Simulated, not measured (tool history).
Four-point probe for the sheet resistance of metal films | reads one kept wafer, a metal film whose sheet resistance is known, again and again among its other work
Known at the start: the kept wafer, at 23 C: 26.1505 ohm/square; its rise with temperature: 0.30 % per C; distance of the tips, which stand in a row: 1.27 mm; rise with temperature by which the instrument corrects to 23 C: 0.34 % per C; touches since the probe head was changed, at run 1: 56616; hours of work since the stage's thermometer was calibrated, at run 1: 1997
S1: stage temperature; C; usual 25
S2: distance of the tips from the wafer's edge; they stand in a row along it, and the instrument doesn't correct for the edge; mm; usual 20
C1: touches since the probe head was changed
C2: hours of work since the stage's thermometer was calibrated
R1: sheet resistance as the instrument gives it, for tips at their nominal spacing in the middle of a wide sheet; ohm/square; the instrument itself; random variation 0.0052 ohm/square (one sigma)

run,hour,S1,S2,C1,C2,R1
1,0.0,25,20,56616,1997,26.341367
2,44.9,25,12,58159,2022,26.450173
3,78.0,25,20,59300,2041,26.342889
4,128.7,25,20,61043,2069,26.349530
5,161.2,25,20,62161,2087,26.352686
6,201.5,25,20,63545,2110,26.340842
7,232.3,32,20,64605,2127,26.285438
8,272.8,32,20,65998,2150,26.291375
9,327.2,32,20,67867,2181,26.294376
10,357.5,26,20,68911,2198,26.345920
11,388.3,30,20,69971,2215,26.312387
12,425.2,30,20,71238,2236,26.322110
# hour 428.4: stage's thermometer calibrated
13,455.4,30,20,72260,15,26.341530
14,486.2,26,20,73318,32,26.379688
15,526.5,26,20,74705,55,26.375177
16,557.9,26,20,75786,73,26.375058
17,611.9,26,20,77640,103,26.395574
18,664.2,30,14,79439,132,26.414178
# hour 681.5: stage's thermometer calibrated, once more
19,692.3,23,34,80388,6,26.288302
20,728.8,24,4,81645,27,27.622056
21,766.4,20,8,82938,48,26.650893
22,791.2,25,24,83791,62,26.290198
23,829.8,23,4,85117,83,27.620564
24,866.9,25,21,86394,104,26.310210
25,897.1,31,26,87433,121,26.244539
26,929.9,29,21,88560,140,26.285643
27,970.3,21,7,89949,162,26.761073
28,997.1,21,7,90871,177,26.750808
29,1038.2,29,31,92285,200,26.250879
30,1078.3,28,18,93663,223,26.312439
31,1103.4,21,20,94526,237,26.366933
32,1152.6,19,9,96218,265,26.614264
33,1192.7,24,22,97598,287,26.331079
34,1226.9,24,22,98774,306,26.332139

4 ways to go on from here, each from the tool as it stands after run 34. What would each give?
A,1261.2,27,20,99954,326,?
B,1261.2,18,4,99954,326,?
C,1261.2,28,4,99954,326,?
D,1261.2,24,9,99954,326,?

run,R1
A,26.323976
B,27.691687
C,27.605029
D,26.556806
Without the tool's hidden state the same runs would have given:
run,R1
A,26.178163
B,27.538463
C,27.452723
D,26.409667

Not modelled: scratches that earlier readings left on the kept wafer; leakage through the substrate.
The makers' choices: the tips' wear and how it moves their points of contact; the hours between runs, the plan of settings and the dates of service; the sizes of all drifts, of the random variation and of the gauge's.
